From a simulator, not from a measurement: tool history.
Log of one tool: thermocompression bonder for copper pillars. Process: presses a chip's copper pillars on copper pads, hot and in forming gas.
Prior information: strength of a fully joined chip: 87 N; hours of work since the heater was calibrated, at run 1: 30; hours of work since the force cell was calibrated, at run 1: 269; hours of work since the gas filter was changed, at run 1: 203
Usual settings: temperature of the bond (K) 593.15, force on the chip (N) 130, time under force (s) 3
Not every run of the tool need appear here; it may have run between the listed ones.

run	hour	temperature of the bond (K)	force on the chip (N)	time under force (s)	hours of work since the heater was calibrated	hours of work since the force cell was calibrated	hours of work since the gas filter was changed	force that shears a chip off (N)
1	0.0	593.15	130	3	30	269	203	45.4
2	39.3	593.15	130	3	52	291	225	45.7
3	93.8	593.15	130	3	83	322	256	45.4
4	180.5	593.15	130	3	131	370	305	45.5
5	244.0	593.15	130	3	167	406	341	45.3
# hour 289.9: forming gas filter changed
6	317.6	593.15	130	3	208	447	16	45.9
7	385.4	593.15	130	3	246	485	54	45.3
8	431.4	593.15	130	3	272	511	80	45.6
9	476.7	593.15	130	3	298	537	105	45.4
10	559.3	593.15	130	3	344	583	152	45.2
11	609.1	593.15	130	3	372	611	180	46.1
12	682.6	582.15	130	3	414	653	221	41.1
13	731.9	582.15	130	3	441	680	249	40.9
14	778.4	582.15	130	3	468	706	275	40.4
15	850.6	582.15	130	3	508	747	316	41.0
# hour 939.3: forming gas filter changed
16	939.3	582.15	130	3	558	797	0	40.8
# hour 984.4: heater calibrated with a thermocouple chip
17	988.8	593.15	130	3	3	823	27	45.6
18	1036.9	593.15	130	3	30	850	54	45.2
19	1126.8	589.15	152	7	80	901	104	62.2
20	1190.3	618.15	127	2	116	937	140	48.6
21	1256.2	601.15	130	2	153	974	177	42.6
22	1306.9	601.15	112	2	181	1002	206	38.5
23	1382.2	601.15	112	2	224	1045	248	38.6
24	1447.0	601.15	112	2	260	1081	285	38.4
25	1523.3	601.15	79	5	303	1124	327	41.9
# hour 1593.9: forming gas filter changed
26	1600.9	601.15	79	5	347	1167	4	42.4
27	1637.5	593.15	130	2	367	1188	25	39.8
28	1706.4	593.15	130	2	406	1227	63	40.0
29	1763.3	566.15	191	3	438	1259	95	44.9
30	1814.1	609.15	162	2	467	1287	124	52.7
31	1868.7	609.15	127	6	497	1318	155	62.7
# hour 1960.1: force cell calibrated
32	1960.1	609.15	127	6	548	0	205	62.4
33	1999.6	609.15	123	2	570	22	227	43.8
# hour 2025.3: heater calibrated with a thermocouple chip
34	2038.1	593.15	187	3	7	43	248	56.3
35	2100.6	590.15	187	3	42	78	283	55.3

Describe how what the log doesn't record of the tool's condition differs between the last listed run preceding each entry between runs and the first listed run following it.
From run 5 to run 6: forming gas filter changed (hour 289.9)
  oxide that the forming gas leaves, % of the face: 0.81 -> 0.52
From run 15 to run 16: forming gas filter changed (hour 939.3)
  oxide that the forming gas leaves, % of the face: 0.76 -> 0.5
From run 16 to run 17: heater calibrated with a thermocouple chip (hour 984.4)
  true temperature of the bond over the reading, C: 0.1 -> 0; oxide that the forming gas leaves, % of the face: 0.5 -> 0.53
From run 25 to run 26: forming gas filter changed (hour 1593.9)
  oxide that the forming gas leaves, % of the face: 0.77 -> 0.5
From run 31 to run 32: force cell calibrated (hour 1960.1)
  true temperature of the bond over the reading, C: 0.1 -> 0.2; force that reaches the chip, % of what is set: 100.3 -> 100; oxide that the forming gas leaves, % of the face: 0.62 -> 0.67
From run 33 to run 34: heater calibrated with a thermocouple chip (hour 2025.3)
  true temperature of the bond over the reading, C: 0.2 -> 0; oxide that the forming gas leaves, % of the face: 0.68 -> 0.7
